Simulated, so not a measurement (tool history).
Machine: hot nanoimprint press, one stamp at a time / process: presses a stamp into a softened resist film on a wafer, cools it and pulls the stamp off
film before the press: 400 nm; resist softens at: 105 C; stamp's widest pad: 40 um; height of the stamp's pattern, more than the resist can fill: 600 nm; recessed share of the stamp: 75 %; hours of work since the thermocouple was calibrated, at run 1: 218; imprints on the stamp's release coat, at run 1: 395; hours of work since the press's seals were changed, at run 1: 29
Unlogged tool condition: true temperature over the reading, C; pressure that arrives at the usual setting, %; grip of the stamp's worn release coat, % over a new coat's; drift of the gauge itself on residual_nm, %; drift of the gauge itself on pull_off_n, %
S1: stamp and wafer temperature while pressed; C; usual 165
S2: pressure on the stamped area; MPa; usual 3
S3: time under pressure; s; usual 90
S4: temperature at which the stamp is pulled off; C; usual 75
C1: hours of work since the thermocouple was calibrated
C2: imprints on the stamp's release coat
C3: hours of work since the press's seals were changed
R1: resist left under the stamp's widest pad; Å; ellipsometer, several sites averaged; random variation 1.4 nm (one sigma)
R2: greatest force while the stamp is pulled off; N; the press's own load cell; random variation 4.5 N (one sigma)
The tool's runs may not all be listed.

Run 1, hour 0: usual settings; C1 218; C2 395; C3 29. Result: R1 2299 Å, R2 226 N.
Run 2, hour 9.9: usual settings; C1 223; C2 416; C3 35. Result: R1 2273 Å, R2 235 N.
Run 3, hour 22.8: usual settings; C1 231; C2 443; C3 43. Result: R1 2260 Å, R2 241 N.
Run 4, hour 40.3: usual settings but S3 123 s; C1 241; C2 479; C3 53. Result: R1 2055 Å, R2 246 N.
Run 5, hour 59.8: usual settings; C1 252; C2 519; C3 64. Result: R1 2278 Å, R2 245 N.
Run 6, hour 78.4: usual settings; C1 263; C2 557; C3 75. Result: R1 2270 Å, R2 240 N.
Run 7, hour 90.1: usual settings but S2 4.28 MPa; C1 270; C2 582; C3 82. Result: R1 1936 Å, R2 249 N.
Run 8, hour 106.3: usual settings but S2 4.28 MPa; C1 279; C2 615; C3 91. Result: R1 1934 Å, R2 251 N.
Run 9, hour 123.1: usual settings; C1 289; C2 650; C3 101. Result: R1 2271 Å, R2 245 N.
Run 10, hour 136.6: usual settings but S2 4.23 MPa; C1 297; C2 678; C3 108. Result: R1 1969 Å, R2 249 N.
Run 11, hour 149.5: usual settings but S4 62 C; C1 304; C2 704; C3 116. Result: R1 2298 Å, R2 280 N.
Run 12, hour 172.5: usual settings but S1 167 C; C1 318; C2 752; C3 129. Result: R1 2118 Å, R2 242 N.
Run 13, hour 191.7: usual settings but S1 167 C; C1 329; C2 791; C3 140. Result: R1 2126 Å, R2 253 N.
Run 14, hour 215.2: usual settings but S3 165 s; C1 342; C2 840; C3 154. Result: R1 1896 Å, R2 250 N.
Run 15, hour 226.9: usual settings but S3 165 s; C1 349; C2 864; C3 161. Result: R1 1898 Å, R2 262 N.
At hour 231.8: plate thermocouple calibrated.
Run 16, hour 249.8: usual settings but S1 177 C, S4 83 C; C1 10; C2 905; C3 172. Result: R1 1423 Å, R2 217 N.
Run 17, hour 273.3: usual settings but S1 166 C, S4 77 C; C1 24; C2 954; C3 186. Result: R1 2237 Å, R2 252 N.
Run 18, hour 285.7: usual settings but S1 166 C, S4 77 C; C1 31; C2 979; C3 193. Result: R1 2247 Å, R2 255 N.
Run 19, hour 298.5: usual settings but S1 166 C, S4 77 C; C1 39; C2 1006; C3 200. Result: R1 2257 Å, R2 256 N.
At hour 302.9: plate thermocouple calibrated, once more.
Run 20, hour 312.4: usual settings but S1 166 C, S4 77 C; C1 5; C2 1028; C3 207. Result: R1 2141 Å, R2 266 N.
Run 21, hour 325.7: usual settings but S1 166 C, S4 77 C; C1 13; C2 1056; C3 214. Result: R1 2176 Å, R2 252 N.
Run 22, hour 348.2: usual settings but S2 3.59 MPa; C1 26; C2 1102; C3 227. Result: R1 2090 Å, R2 259 N.
Run 23, hour 361.2: usual settings but S2 3.59 MPa, S4 71 C; C1 34; C2 1129; C3 235. Result: R1 2073 Å, R2 279 N.
Run 24, hour 377.5: usual settings but S2 3.59 MPa, S4 71 C; C1 43; C2 1163; C3 244. Result: R1 2105 Å, R2 280 N.
Run 25, hour 397.9: usual settings but S2 2.06 MPa, S3 136 s; C1 55; C2 1205; C3 256. Result: R1 2360 Å, R2 265 N.
Run 26, hour 416.5: usual settings but S1 177 C, S4 82 C; C1 66; C2 1243; C3 267. Result: R1 1405 Å, R2 236 N.
Run 27, hour 440.4: usual settings but S2 2.59 MPa, S3 131 s; C1 80; C2 1293; C3 281. Result: R1 2127 Å, R2 268 N.
Run 28, hour 452.7: usual settings but S1 156 C, S2 2.33 MPa, S3 131 s; C1 87; C2 1318; C3 288. Result: R1 3054 Å, R2 257 N.
Run 29, hour 474.1: usual settings but S1 159 C, S2 2.33 MPa, S3 65 s, S4 82 C; C1 99; C2 1362; C3 300. Result: R1 3250 Å, R2 256 N.

For some of the steps in R1 from one run to the next: how much would appear even if the tool had no hidden state, given the settings, what came in and random variation, and how much remains for the hidden state plus any gauge scatter that the measured result and the result without hidden state don't share?
Run 16 -> 17: S1 177 -> 166, S4 83 -> 77. R1 +814 Å: hidden state +33, all else +781.
Run 19 -> 20: plate thermocouple calibrated, once more. R1 -116 Å: hidden state -78, all else -38.
Run 25 -> 26: S1 165 -> 177, S2 2.06 -> 3, S3 136 -> 90, S4 75 -> 82. R1 -955 Å: hidden state -3, all else -952.
Run 27 -> 28: S1 165 -> 156, S2 2.59 -> 2.33. R1 +927 Å: hidden state -2, all else +929.
